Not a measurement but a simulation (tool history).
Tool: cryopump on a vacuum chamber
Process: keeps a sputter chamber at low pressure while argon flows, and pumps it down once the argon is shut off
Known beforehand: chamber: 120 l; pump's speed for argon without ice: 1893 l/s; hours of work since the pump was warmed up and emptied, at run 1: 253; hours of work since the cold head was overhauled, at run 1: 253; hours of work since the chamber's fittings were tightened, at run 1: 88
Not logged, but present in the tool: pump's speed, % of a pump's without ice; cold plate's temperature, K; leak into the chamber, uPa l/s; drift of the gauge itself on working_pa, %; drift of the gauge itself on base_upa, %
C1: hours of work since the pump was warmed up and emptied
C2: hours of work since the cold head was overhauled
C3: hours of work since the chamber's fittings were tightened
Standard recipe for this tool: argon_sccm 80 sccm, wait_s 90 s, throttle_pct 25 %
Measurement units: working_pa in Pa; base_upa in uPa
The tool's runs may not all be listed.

Run 1, hour 0: usual settings; C1 253; C2 253; C3 88. Result: working_pa 0.2919 Pa, base_upa 1.04 uPa.
Run 2, hour 19.6: usual settings but throttle_pct 35 %; C1 266; C2 266; C3 101. Result: working_pa 0.2109 Pa, base_upa 0.99 uPa.
Run 3, hour 40.7: usual settings; C1 280; C2 280; C3 115. Result: working_pa 0.2942 Pa, base_upa 1.02 uPa.
Run 4, hour 64.7: usual settings; C1 296; C2 296; C3 131. Result: working_pa 0.2947 Pa, base_upa 1.05 uPa.
Run 5, hour 75.8: usual settings; C1 303; C2 303; C3 139. Result: working_pa 0.2939 Pa, base_upa 1.03 uPa.
Run 6, hour 93.4: usual settings; C1 315; C2 315; C3 151. Result: working_pa 0.2925 Pa, base_upa 1.05 uPa.
Run 7, hour 111: usual settings but wait_s 172 s; C1 327; C2 327; C3 162. Result: working_pa 0.2907 Pa, base_upa 0.7 uPa.
Run 8, hour 125.9: usual settings but wait_s 172 s; C1 337; C2 337; C3 172. Result: working_pa 0.2954 Pa, base_upa 0.68 uPa.
Run 9, hour 140.1: usual settings but wait_s 182 s; C1 346; C2 346; C3 182. Result: working_pa 0.2945 Pa, base_upa 0.7 uPa.
Run 10, hour 152.5: usual settings but argon_sccm 79 sccm; C1 355; C2 355; C3 190. Result: working_pa 0.2908 Pa, base_upa 1.04 uPa.
Run 11, hour 162.7: usual settings but throttle_pct 45 %; C1 362; C2 362; C3 197. Result: working_pa 0.1698 Pa, base_upa 1.04 uPa.
Run 12, hour 175.5: usual settings but throttle_pct 45 %; C1 370; C2 370; C3 205. Result: working_pa 0.1686 Pa, base_upa 1.06 uPa.
Run 13, hour 195.1: usual settings; C1 383; C2 383; C3 219. Result: working_pa 0.2964 Pa, base_upa 1.08 uPa.
Run 14, hour 206.2: usual settings; C1 391; C2 391; C3 226. Result: working_pa 0.2971 Pa, base_upa 1.07 uPa.
Run 15, hour 220.3: usual settings but wait_s 194 s; C1 400; C2 400; C3 235. Result: working_pa 0.2991 Pa, base_upa 0.69 uPa.
Run 16, hour 236.9: usual settings but wait_s 194 s, throttle_pct 48 %; C1 411; C2 411; C3 247. Result: working_pa 0.1611 Pa, base_upa 0.66 uPa.
Run 17, hour 255.4: usual settings but wait_s 194 s, throttle_pct 48 %; C1 424; C2 424; C3 259. Result: working_pa 0.1618 Pa, base_upa 0.64 uPa.
Run 18, hour 269: usual settings but argon_sccm 122 sccm, wait_s 35 s, throttle_pct 17 %; C1 433; C2 433; C3 268. Result: working_pa 0.6583 Pa, base_upa 2.4 uPa.
Run 19, hour 283: usual settings but argon_sccm 49 sccm, throttle_pct 42 %; C1 442; C2 442; C3 277. Result: working_pa 0.1118 Pa, base_upa 1.1 uPa.
Run 20, hour 300.7: usual settings but argon_sccm 49 sccm, throttle_pct 42 %; C1 454; C2 454; C3 289. Result: working_pa 0.1116 Pa, base_upa 1.08 uPa.
Run 21, hour 325: usual settings but argon_sccm 147 sccm, wait_s 195 s, throttle_pct 50 %; C1 470; C2 470; C3 305. Result: working_pa 0.2872 Pa, base_upa 0.69 uPa.
Run 22, hour 340.4: usual settings but argon_sccm 49 sccm, wait_s 42 s, throttle_pct 40 %; C1 480; C2 480; C3 316. Result: working_pa 0.1165 Pa, base_upa 2.12 uPa.
Run 23, hour 361.8: usual settings but argon_sccm 49 sccm, wait_s 42 s, throttle_pct 40 %; C1 495; C2 495; C3 330. Result: working_pa 0.119 Pa, base_upa 2.01 uPa.
Run 24, hour 382.4: usual settings but argon_sccm 49 sccm, wait_s 42 s, throttle_pct 40 %; C1 509; C2 509; C3 344. Result: working_pa 0.1183 Pa, base_upa 2 uPa.
Run 25, hour 394.6: usual settings but argon_sccm 49 sccm, wait_s 49 s, throttle_pct 46 %; C1 517; C2 517; C3 352. Result: working_pa 0.1043 Pa, base_upa 1.83 uPa.
Run 26, hour 412.8: usual settings but argon_sccm 49 sccm, wait_s 49 s, throttle_pct 46 %; C1 529; C2 529; C3 364. Result: working_pa 0.1048 Pa, base_upa 1.7 uPa.
Run 27, hour 435.5: usual settings but wait_s 165 s, throttle_pct 20 %; C1 544; C2 544; C3 379. Result: working_pa 0.3776 Pa, base_upa 0.79 uPa.
Run 28, hour 459.8: usual settings but wait_s 165 s, throttle_pct 20 %; C1 560; C2 560; C3 396. Result: working_pa 0.3733 Pa, base_upa 0.77 uPa.
Run 29, hour 476: usual settings but argon_sccm 54 sccm, wait_s 22 s, throttle_pct 17 %; C1 571; C2 571; C3 406. Result: working_pa 0.295 Pa, base_upa 3.69 uPa.

Results per run with the tool's hidden condition removed, run-to-run variation unchanged:
run  working_pa  base_upa
  1      0.2854      0.98
  2       0.204      0.93
  3      0.2869      0.95
  4      0.2869      0.97
  5      0.2859      0.95
  6      0.2842      0.96
  7      0.2821       0.6
  8      0.2863      0.58
  9      0.2852       0.6
 10      0.2814      0.94
 11        0.16      0.93
 12      0.1585      0.95
 13      0.2859      0.97
 14      0.2863      0.95
 15      0.2879      0.57
 16      0.1496      0.54
 17      0.1499      0.51
 18      0.6397      2.26
 19      0.1041      0.96
 20      0.1037      0.94
 21      0.2626      0.53
 22      0.1081      1.95
 23      0.1103      1.84
 24      0.1093      1.83
 25      0.0951      1.65
 26      0.0953      1.52
 27      0.3614       0.6
 28      0.3567      0.58
 29      0.2836      3.48

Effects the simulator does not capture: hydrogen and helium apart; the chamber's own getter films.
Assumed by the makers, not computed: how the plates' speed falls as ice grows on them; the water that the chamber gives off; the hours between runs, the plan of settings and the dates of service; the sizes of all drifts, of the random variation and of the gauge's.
